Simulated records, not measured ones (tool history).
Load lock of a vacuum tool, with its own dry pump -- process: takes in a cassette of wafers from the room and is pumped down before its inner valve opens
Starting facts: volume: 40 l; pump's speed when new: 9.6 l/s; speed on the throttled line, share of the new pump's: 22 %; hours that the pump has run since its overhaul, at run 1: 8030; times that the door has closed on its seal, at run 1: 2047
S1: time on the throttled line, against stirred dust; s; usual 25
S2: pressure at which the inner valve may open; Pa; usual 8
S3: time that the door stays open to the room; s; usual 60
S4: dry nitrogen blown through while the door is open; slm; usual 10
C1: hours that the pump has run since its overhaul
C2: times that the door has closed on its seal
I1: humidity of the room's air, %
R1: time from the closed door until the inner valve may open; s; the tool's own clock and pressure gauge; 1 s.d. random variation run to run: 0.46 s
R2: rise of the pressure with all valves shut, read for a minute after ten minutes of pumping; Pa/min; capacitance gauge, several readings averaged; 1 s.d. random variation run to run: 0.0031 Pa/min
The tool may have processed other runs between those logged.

{"run": 1, "hour": 0.0, "S1": 25, "S2": 8, "S3": 60, "S4": 10, "C1": 8030, "C2": 2047, "I1": 48, "R1": 65.2, "R2": 0.076}
{"run": 2, "hour": 60.6, "S1": 25, "S2": 8, "S3": 60, "S4": 10, "C1": 8090, "C2": 2111, "I1": 44, "R1": 64.4, "R2": 0.068}
{"run": 3, "hour": 143.4, "S1": 25, "S2": 8, "S3": 60, "S4": 10, "C1": 8173, "C2": 2199, "I1": 44.8, "R1": 65.9, "R2": 0.069}
{"run": 4, "hour": 204.4, "S1": 25, "S2": 8, "S3": 60, "S4": 10, "C1": 8234, "C2": 2263, "I1": 44.2, "R1": 64.9, "R2": 0.068}
{"run": 5, "hour": 250.3, "S1": 25, "S2": 8, "S3": 60, "S4": 10, "C1": 8280, "C2": 2312, "I1": 44.9, "R1": 66.1, "R2": 0.074}
{"run": 6, "hour": 339.2, "S1": 25, "S2": 8, "S3": 60, "S4": 10, "C1": 8369, "C2": 2406, "I1": 45.7, "R1": 65.7, "R2": 0.069}
{"run": 7, "hour": 418.9, "S1": 25, "S2": 8, "S3": 60, "S4": 10, "C1": 8449, "C2": 2490, "I1": 42.1, "R1": 66.9, "R2": 0.067}
{"run": 8, "hour": 477.9, "S1": 25, "S2": 8, "S3": 60, "S4": 10, "C1": 8508, "C2": 2552, "I1": 47.2, "R1": 66.3, "R2": 0.076}
{"run": 9, "hour": 527.2, "S1": 25, "S2": 8, "S3": 60, "S4": 10, "C1": 8557, "C2": 2604, "I1": 43.8, "R1": 66.4, "R2": 0.073}
{"run": 10, "hour": 572.9, "S1": 25, "S2": 8, "S3": 44, "S4": 19, "C1": 8603, "C2": 2652, "I1": 44.2, "R1": 65.7, "R2": 0.053}
{"run": 11, "hour": 622.3, "S1": 20, "S2": 8, "S3": 60, "S4": 6, "C1": 8652, "C2": 2704, "I1": 45.3, "R1": 61.8, "R2": 0.08}
{"run": 12, "hour": 708.7, "S1": 20, "S2": 8, "S3": 60, "S4": 6, "C1": 8738, "C2": 2796, "I1": 48.1, "R1": 62, "R2": 0.084}
{"run": 13, "hour": 749.0, "S1": 12, "S2": 9, "S3": 56, "S4": 11, "C1": 8779, "C2": 2838, "I1": 42.9, "R1": 55.6, "R2": 0.065}
{"run": 14, "hour": 815.8, "S1": 26, "S2": 9, "S3": 175, "S4": 7, "C1": 8845, "C2": 2909, "I1": 42.8, "R1": 65.9, "R2": 0.102}
{"run": 15, "hour": 857.7, "S1": 26, "S2": 9, "S3": 175, "S4": 7, "C1": 8887, "C2": 2953, "I1": 46.3, "R1": 65.9, "R2": 0.11}
{"run": 16, "hour": 912.8, "S1": 25, "S2": 8, "S3": 96, "S4": 5, "C1": 8942, "C2": 3011, "I1": 44.1, "R1": 66.1, "R2": 0.092}
{"run": 17, "hour": 999.1, "S1": 25, "S2": 8, "S3": 96, "S4": 5, "C1": 9029, "C2": 3102, "I1": 46.4, "R1": 66.7, "R2": 0.097}

Here are 3 independent what-if runs from the current tool condition. What would each one return?
{"run": "A", "hour": 1043.6, "S1": 42, "S2": 7, "S3": 60, "S4": 20, "C1": 9073, "C2": 3149, "I1": 47.7, "R1": "?", "R2": "?"}
{"run": "B", "hour": 1043.6, "S1": 39, "S2": 8, "S3": 45, "S4": 6, "C1": 9073, "C2": 3149, "I1": 44.9, "R1": "?", "R2": "?"}
{"run": "C", "hour": 1043.6, "S1": 25, "S2": 10, "S3": 60, "S4": 19, "C1": 9073, "C2": 3149, "I1": 44.4, "R1": "?", "R2": "?"}

run=A R1=79.7 R2=0.067
run=B R1=76.7 R2=0.068
run=C R1=64.1 R2=0.061
With no hidden state in the tool, these same runs would have given:
run=A R1=73.1 R2=0.062
run=B R1=70.1 R2=0.063
run=C R1=57.3 R2=0.056
